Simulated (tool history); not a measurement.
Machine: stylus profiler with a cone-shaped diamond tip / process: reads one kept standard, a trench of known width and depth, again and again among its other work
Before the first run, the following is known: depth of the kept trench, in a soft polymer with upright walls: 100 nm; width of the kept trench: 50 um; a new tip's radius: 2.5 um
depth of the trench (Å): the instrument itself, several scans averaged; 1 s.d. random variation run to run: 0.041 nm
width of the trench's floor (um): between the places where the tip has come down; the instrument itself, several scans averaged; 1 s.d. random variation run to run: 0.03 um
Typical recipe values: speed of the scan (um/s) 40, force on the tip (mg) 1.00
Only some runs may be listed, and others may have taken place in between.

run	day	speed of the scan (um/s)	force on the tip (mg)	depth of the trench (Å)	width of the trench's floor (um)
1	0.000	40	1.00	1006.1	48.26
2	0.967	40	1.00	1006.9	48.35
3	1.867	11	1.00	1006.8	48.43
4	2.454	11	1.00	1006.3	48.51
5	3.208	11	1.00	1005.2	48.41
6	4.062	11	1.00	1006.2	48.51
7	4.792	11	1.00	1006.3	48.45
8	5.617	40	1.00	1005.6	48.30
9	6.400	97	1.00	1006.7	47.97
10	7.367	97	1.00	1006.0	47.95
11	7.975	97	1.00	1005.9	48.01
12	8.658	15	1.00	1005.1	48.37
13	9.246	56	1.00	1006.4	48.17
14	9.746	40	0.81	1004.9	48.27
15	10.404	40	0.81	1004.8	48.30
16	11.204	40	0.81	1005.3	48.24
17	11.800	40	0.81	1004.4	48.25
18	12.696	40	0.77	1004.5	48.23
19	13.725	96	1.00	1006.7	47.96
20	14.529	96	1.00	1006.4	47.99
21	15.454	70	1.30	1008.0	48.17

Forecast run 22:
22	16.112	40	2.69	?	?

Logged for run 22: depth of the trench (Å) 1012.4, width of the trench's floor (um) 48.32.
On a tool with no hidden condition, and with the same random variation, this run would have come out at depth of the trench (Å) 1013.8, width of the trench's floor (um) 48.43.
